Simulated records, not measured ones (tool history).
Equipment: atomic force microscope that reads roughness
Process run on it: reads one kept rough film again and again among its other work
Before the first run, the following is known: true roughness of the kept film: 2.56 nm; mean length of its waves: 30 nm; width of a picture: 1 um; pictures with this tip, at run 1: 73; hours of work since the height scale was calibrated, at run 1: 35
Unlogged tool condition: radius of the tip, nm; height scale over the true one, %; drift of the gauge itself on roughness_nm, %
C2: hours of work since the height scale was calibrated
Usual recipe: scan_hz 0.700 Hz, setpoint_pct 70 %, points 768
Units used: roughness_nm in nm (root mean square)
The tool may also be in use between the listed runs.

Run 1, hour 0.0: usual settings; pictures with this tip 73; C2 35. Result: roughness_nm 2.062 nm (root mean square).
Run 2, hour 19.5: usual settings but points 818; pictures with this tip 113; C2 47. Result: roughness_nm 1.943 nm (root mean square).
Run 3, hour 46.8: usual settings; pictures with this tip 170; C2 64. Result: roughness_nm 1.826 nm (root mean square).
At hour 56.5: new tip fitted.
Run 4, hour 61.0: usual settings; pictures with this tip 9; C2 72. Result: roughness_nm 2.195 nm (root mean square).
Run 5, hour 79.4: usual settings but setpoint_pct 75 %; pictures with this tip 47; C2 83. Result: roughness_nm 2.060 nm (root mean square).
Run 6, hour 103.7: usual settings; pictures with this tip 98; C2 98. Result: roughness_nm 1.958 nm (root mean square).
Run 7, hour 131.9: usual settings but scan_hz 1.743 Hz; pictures with this tip 156; C2 116. Result: roughness_nm 1.760 nm (root mean square).
At hour 146.2: new tip fitted.
Run 8, hour 162.0: usual settings but scan_hz 1.743 Hz; pictures with this tip 32; C2 134. Result: roughness_nm 2.036 nm (root mean square).
Run 9, hour 176.6: usual settings; pictures with this tip 63; C2 143. Result: roughness_nm 2.057 nm (root mean square).
Run 10, hour 192.5: usual settings; pictures with this tip 96; C2 152. Result: roughness_nm 1.951 nm (root mean square).
Run 11, hour 220.6: usual settings; pictures with this tip 154; C2 170. Result: roughness_nm 1.805 nm (root mean square).
At hour 236.0: new tip fitted.
Run 12, hour 236.0: usual settings; pictures with this tip 0; C2 179. Result: roughness_nm 2.218 nm (root mean square).
Run 13, hour 268.6: usual settings; pictures with this tip 67; C2 199. Result: roughness_nm 2.051 nm (root mean square).
Run 14, hour 302.3: usual settings; pictures with this tip 137; C2 219. Result: roughness_nm 1.910 nm (root mean square).
At hour 327.1: new tip fitted.
Run 15, hour 333.7: usual settings but points 592; pictures with this tip 14; C2 238. Result: roughness_nm 2.180 nm (root mean square).
Run 16, hour 347.4: usual settings but points 592; pictures with this tip 42; C2 247. Result: roughness_nm 2.137 nm (root mean square).
Run 17, hour 363.5: usual settings but points 287; pictures with this tip 76; C2 256. Result: roughness_nm 2.010 nm (root mean square).
Run 18, hour 379.9: usual settings but points 287; pictures with this tip 110; C2 267. Result: roughness_nm 1.937 nm (root mean square).
Run 19, hour 394.0: usual settings but points 287; pictures with this tip 139; C2 275. Result: roughness_nm 1.872 nm (root mean square).
At hour 417.8: new tip fitted.
Run 20, hour 417.8: usual settings but points 287; pictures with this tip 0; C2 289. Result: roughness_nm 2.189 nm (root mean square).
Run 21, hour 443.7: usual settings but points 287; pictures with this tip 54; C2 305. Result: roughness_nm 2.043 nm (root mean square).
Run 22, hour 466.0: usual settings; pictures with this tip 100; C2 319. Result: roughness_nm 1.955 nm (root mean square).
Run 23, hour 498.8: usual settings but points 573; pictures with this tip 168; C2 339. Result: roughness_nm 1.812 nm (root mean square).
At hour 507.6: new tip fitted.
Run 24, hour 527.6: usual settings but points 573; pictures with this tip 42; C2 356. Result: roughness_nm 2.086 nm (root mean square).
Run 25, hour 556.8: usual settings but points 367; pictures with this tip 102; C2 374. Result: roughness_nm 1.929 nm (root mean square).
Run 26, hour 577.4: usual settings but points 367; pictures with this tip 145; C2 387. Result: roughness_nm 1.850 nm (root mean square).
Run 27, hour 592.6: usual settings but scan_hz 0.830 Hz, setpoint_pct 78 %, points 578; pictures with this tip 176; C2 396. Result: roughness_nm 1.751 nm (root mean square).
At hour 598.0: new tip fitted.
Run 28, hour 614.4: usual settings but scan_hz 0.830 Hz, setpoint_pct 78 %, points 578; pictures with this tip 34; C2 409. Result: roughness_nm 2.058 nm (root mean square).
Run 29, hour 638.8: usual settings but scan_hz 0.808 Hz, setpoint_pct 90 %, points 663; pictures with this tip 85; C2 424. Result: roughness_nm 1.881 nm (root mean square).
Run 30, hour 670.3: usual settings but scan_hz 0.808 Hz, setpoint_pct 90 %, points 663; pictures with this tip 150; C2 443. Result: roughness_nm 1.746 nm (root mean square).
At hour 689.6: new tip fitted.
Run 31, hour 696.2: usual settings but scan_hz 2.036 Hz, points 373; pictures with this tip 14; C2 459. Result: roughness_nm 2.057 nm (root mean square).
Run 32, hour 726.2: usual settings but scan_hz 2.036 Hz, points 373; pictures with this tip 76; C2 477. Result: roughness_nm 1.924 nm (root mean square).
Run 33, hour 755.6: usual settings but setpoint_pct 79 %, points 277; pictures with this tip 137; C2 495. Result: roughness_nm 1.835 nm (root mean square).
Run 34, hour 777.1: usual settings but scan_hz 0.525 Hz, setpoint_pct 88 %, points 615; pictures with this tip 181; C2 509. Result: roughness_nm 1.762 nm (root mean square).
At hour 779.5: new tip fitted.
Run 35, hour 809.8: usual settings but scan_hz 1.748 Hz, setpoint_pct 76 %; pictures with this tip 63; C2 528. Result: roughness_nm 1.910 nm (root mean square).
Run 36, hour 839.5: usual settings but scan_hz 0.698 Hz, setpoint_pct 87 %, points 994; pictures with this tip 125; C2 547. Result: roughness_nm 1.841 nm (root mean square).
Run 37, hour 855.3: usual settings but scan_hz 0.698 Hz, setpoint_pct 87 %, points 994; pictures with this tip 157; C2 556. Result: roughness_nm 1.768 nm (root mean square).
At hour 870.4: new tip fitted.
Run 38, hour 888.8: usual settings but scan_hz 1.456 Hz, setpoint_pct 65 %, points 422; pictures with this tip 39; C2 576. Result: roughness_nm 2.067 nm (root mean square).
Run 39, hour 909.0: usual settings but points 854; pictures with this tip 80; C2 589. Result: roughness_nm 2.012 nm (root mean square).
Run 40, hour 937.5: usual settings but setpoint_pct 81 %; pictures with this tip 140; C2 606. Result: roughness_nm 1.822 nm (root mean square).
At hour 959.5: new tip fitted.
Run 41, hour 968.6: usual settings but setpoint_pct 73 %, points 279; pictures with this tip 19; C2 625. Result: roughness_nm 2.126 nm (root mean square).
Run 42, hour 994.5: usual settings but points 295; pictures with this tip 73; C2 641. Result: roughness_nm 2.016 nm (root mean square).
Run 43, hour 1022.2: usual settings but scan_hz 3.014 Hz, points 550; pictures with this tip 130; C2 658. Result: roughness_nm 1.764 nm (root mean square).
At hour 1048.6: new tip fitted.
Run 44, hour 1049.5: usual settings but scan_hz 3.014 Hz, points 550; pictures with this tip 2; C2 674. Result: roughness_nm 2.030 nm (root mean square).
Run 45, hour 1081.8: usual settings but scan_hz 3.706 Hz, setpoint_pct 84 %, points 295; pictures with this tip 68; C2 694. Result: roughness_nm 1.586 nm (root mean square).
Run 46, hour 1101.0: usual settings but scan_hz 1.325 Hz, setpoint_pct 67 %; pictures with this tip 108; C2 706. Result: roughness_nm 1.899 nm (root mean square).
Run 47, hour 1127.9: usual settings but scan_hz 1.714 Hz, setpoint_pct 66 %; pictures with this tip 164; C2 722. Result: roughness_nm 1.782 nm (root mean square).
At hour 1137.9: new tip fitted.
Run 48, hour 1161.2: usual settings but scan_hz 0.844 Hz, setpoint_pct 78 %, points 758; pictures with this tip 48; C2 742. Result: roughness_nm 2.033 nm (root mean square).
Run 49, hour 1191.0: usual settings but points 962; pictures with this tip 110; C2 761. Result: roughness_nm 1.926 nm (root mean square).
Run 50, hour 1212.9: usual settings but scan_hz 2.040 Hz, setpoint_pct 68 %, points 362; pictures with this tip 155; C2 774. Result: roughness_nm 1.749 nm (root mean square).
At hour 1228.4: new tip fitted.
Run 51, hour 1228.4: usual settings but scan_hz 2.040 Hz, setpoint_pct 74 %, points 377; pictures with this tip 0; C2 783. Result: roughness_nm 2.043 nm (root mean square).

For each entry between runs, how does the tool's hidden state at the last listed run before it compare with that at the first listed run after it?
After run 3, before run 4: new tip fitted (hour 56.5)
  radius of the tip, nm: 31.4 -> 11.4
  measured less the result without the state, roughness_nm: -0.397 -> -0.033 nm (root mean square)
After run 7, before run 8: new tip fitted (hour 146.2)
  radius of the tip, nm: 31.2 -> 15.1; height scale over the true one, %: -0.12 -> -0.13
  measured less the result without the state, roughness_nm: -0.380 -> -0.107 nm (root mean square)
After run 11, before run 12: new tip fitted (hour 236.0)
  radius of the tip, nm: 31.2 -> 10.5; height scale over the true one, %: -0.15 -> -0.16
  measured less the result without the state, roughness_nm: -0.392 -> -0.014 nm (root mean square)
After run 14, before run 15: new tip fitted (hour 327.1)
  radius of the tip, nm: 26.9 -> 11.8; height scale over the true one, %: -0.18 -> -0.19
  measured less the result without the state, roughness_nm: -0.328 -> -0.043 nm (root mean square)
After run 19, before run 20: new tip fitted (hour 417.8)
  radius of the tip, nm: 27.5 -> 11.1
  measured less the result without the state, roughness_nm: -0.336 -> -0.029 nm (root mean square)
After run 23, before run 24: new tip fitted (hour 507.6)
  radius of the tip, nm: 32.1 -> 16.3; height scale over the true one, %: -0.25 -> -0.26
  measured less the result without the state, roughness_nm: -0.411 -> -0.138 nm (root mean square)
After run 27, before run 28: new tip fitted (hour 598.0)
  radius of the tip, nm: 33.9 -> 15.3; height scale over the true one, %: -0.28 -> -0.29
  measured less the result without the state, roughness_nm: -0.427 -> -0.117 nm (root mean square)
After run 30, before run 31: new tip fitted (hour 689.6)
  radius of the tip, nm: 29.8 -> 12.2; height scale over the true one, %: -0.31 -> -0.32
  measured less the result without the state, roughness_nm: -0.355 -> -0.053 nm (root mean square)
After run 34, before run 35: new tip fitted (hour 779.5)
  radius of the tip, nm: 33.1 -> 18.5; height scale over the true one, %: -0.35 -> -0.36
  measured less the result without the state, roughness_nm: -0.418 -> -0.171 nm (root mean square)
After run 37, before run 38: new tip fitted (hour 870.4)
  radius of the tip, nm: 30.4 -> 15.4; height scale over the true one, %: -0.37 -> -0.38
  measured less the result without the state, roughness_nm: -0.374 -> -0.121 nm (root mean square)
After run 40, before run 41: new tip fitted (hour 959.5)
  radius of the tip, nm: 29.4 -> 12.3; height scale over the true one, %: -0.4 -> -0.41
  measured less the result without the state, roughness_nm: -0.364 -> -0.058 nm (root mean square)
After run 43, before run 44: new tip fitted (hour 1048.6)
  radius of the tip, nm: 26.1 -> 11.1; height scale over the true one, %: -0.43 -> -0.44
  measured less the result without the state, roughness_nm: -0.296 -> -0.031 nm (root mean square)
After run 47, before run 48: new tip fitted (hour 1137.9)
  radius of the tip, nm: 32.5 -> 17; height scale over the true one, %: -0.46 -> -0.47
  measured less the result without the state, roughness_nm: -0.414 -> -0.153 nm (root mean square)
After run 50, before run 51: new tip fitted (hour 1228.4)
  radius of the tip, nm: 30.5 -> 10.5; height scale over the true one, %: -0.49 -> -0.5
  measured less the result without the state, roughness_nm: -0.374 -> -0.020 nm (root mean square)
